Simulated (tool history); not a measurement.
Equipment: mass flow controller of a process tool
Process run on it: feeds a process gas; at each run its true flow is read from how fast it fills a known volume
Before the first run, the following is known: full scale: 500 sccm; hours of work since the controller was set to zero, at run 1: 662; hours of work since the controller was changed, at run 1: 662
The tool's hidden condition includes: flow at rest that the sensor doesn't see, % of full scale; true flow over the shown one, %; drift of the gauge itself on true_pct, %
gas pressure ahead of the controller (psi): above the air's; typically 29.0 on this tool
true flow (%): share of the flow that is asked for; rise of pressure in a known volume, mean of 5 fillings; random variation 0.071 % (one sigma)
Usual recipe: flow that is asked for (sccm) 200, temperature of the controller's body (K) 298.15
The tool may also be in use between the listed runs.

run    hour  flow that is asked for (sccm)  gas pressure ahead of the controller (psi)  temperature of the controller's body (K)  hours of work since the controller was set to zero  hours of work since the controller was changed  true flow (%)
  1     0.0                            200                                        29.0                                    298.15                                                 662                                             662          99.63
  2   117.8                            200                                        29.0                                    298.15                                                 725                                             725          99.87
  3   215.4                            200                                        29.0                                    298.15                                                 776                                             776          99.57
  4   323.6                            200                                        29.0                                    298.15                                                 834                                             834          99.68
  5   455.6                            200                                        29.0                                    293.15                                                 904                                             904          99.49
  6   583.2                            482                                        29.0                                    293.15                                                 972                                             972          99.80
  7   733.7                            200                                        29.0                                    298.15                                                1051                                            1051          99.64
  8   809.2                            200                                        29.0                                    298.15                                                1092                                            1092          99.57
  9   887.4                            200                                        29.0                                    298.15                                                1133                                            1133          99.67
 10  1027.8                            200                                        29.0                                    298.15                                                1207                                            1207          99.64
 11  1127.8                            200                                        29.0                                    302.15                                                1261                                            1261         100.01
 12  1248.2                            122                                        29.9                                    295.15                                                1324                                            1324          99.48
 13  1382.0                             60                                        29.9                                    312.15                                                1395                                            1395         100.50
 14  1484.2                            378                                        21.9                                    294.15                                                1450                                            1450          99.25
 15  1626.3                            200                                        21.8                                    296.15                                                1525                                            1525          99.30
 16  1782.1                            186                                        23.2                                    301.15                                                1608                                            1608          99.76
 17  1936.1                            186                                        23.2                                    304.15                                                1689                                            1689          99.72
 18  2088.2                             87                                        29.0                                    302.15                                                1770                                            1770          99.88
 19  2211.2                             65                                        20.3                                    299.15                                                1835                                            1835          99.18
 20  2350.9                            119                                        21.6                                    297.15                                                1910                                            1910          99.20
 21  2508.9                            131                                        29.2                                    298.15                                                1993                                            1993          99.58
 22  2659.0                             66                                        22.3                                    305.15                                                2073                                            2073          99.62

Branching from run 22: 3 alternative next runs. What would each branch give?
  A  2789.9                            166                                        33.1                                    308.15                                                2142                                            2142              ?
  B  2789.9                             55                                        29.0                                    298.15                                                2142                                            2142              ?
  C  2789.9                            200                                        31.6                                    296.15                                                2142                                            2142              ?

run  true flow (%)
  A         100.42
  B          99.57
  C          99.70
With the hidden condition removed and each run's random variation left untouched, the same runs would have given:
run  true flow (%)
  A         100.42
  B          99.55
  C          99.70
